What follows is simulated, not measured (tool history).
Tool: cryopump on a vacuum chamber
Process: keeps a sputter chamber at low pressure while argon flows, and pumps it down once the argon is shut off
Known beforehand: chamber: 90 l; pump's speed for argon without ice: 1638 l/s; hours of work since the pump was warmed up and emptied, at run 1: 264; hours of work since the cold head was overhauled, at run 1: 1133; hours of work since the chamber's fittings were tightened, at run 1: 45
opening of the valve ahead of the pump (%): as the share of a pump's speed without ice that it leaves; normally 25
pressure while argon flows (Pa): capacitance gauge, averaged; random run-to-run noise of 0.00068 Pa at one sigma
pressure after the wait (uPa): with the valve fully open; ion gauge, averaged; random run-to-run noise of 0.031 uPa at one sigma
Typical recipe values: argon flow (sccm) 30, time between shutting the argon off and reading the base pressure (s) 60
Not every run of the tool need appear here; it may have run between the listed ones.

run   hour  argon flow (sccm)  time between shutting the argon off and reading the base pressure (s)  opening of the valve ahead of the pump (%)  hours of work since the pump was warmed up and emptied  hours of work since the cold head was overhauled  hours of work since the chamber's fittings were tightened  pressure while argon flows (Pa)  pressure after the wait (uPa)
  1    0.0                 30                                                                     60                                          25                                                     264                                              1133                                                         45                           0.1246                           1.65
  2   39.7                 50                                                                     60                                          25                                                     292                                              1161                                                         73                           0.2096                           1.71
  3   71.8                 30                                                                     60                                          18                                                     315                                              1184                                                         96                           0.1737                           1.73
  4  118.1                 30                                                                     60                                          18                                                     348                                              1217                                                        129                           0.1751                           1.82
  5  170.3                 30                                                                     60                                          18                                                     385                                              1254                                                        166                           0.1752                           1.82
  6  205.0                 39                                                                     60                                          25                                                     410                                              1279                                                        191                           0.1648                           1.82
  7  229.5                 30                                                                     60                                          25                                                     428                                              1296                                                        208                           0.1261                           1.82

What does the tool deliver on the next run?
  8  278.7                 30                                                                     60                                          25                                                     463                                              1331                                                        243                                ?                              ?

{"run 8": {"pressure while argon flows (Pa)": 0.1261, "pressure after the wait (uPa)": 1.84}}
Were there no unlogged condition in the tool, this run, its random variation unchanged, would have produced pressure while argon flows (Pa) 0.1226, pressure after the wait (uPa) 1.61.

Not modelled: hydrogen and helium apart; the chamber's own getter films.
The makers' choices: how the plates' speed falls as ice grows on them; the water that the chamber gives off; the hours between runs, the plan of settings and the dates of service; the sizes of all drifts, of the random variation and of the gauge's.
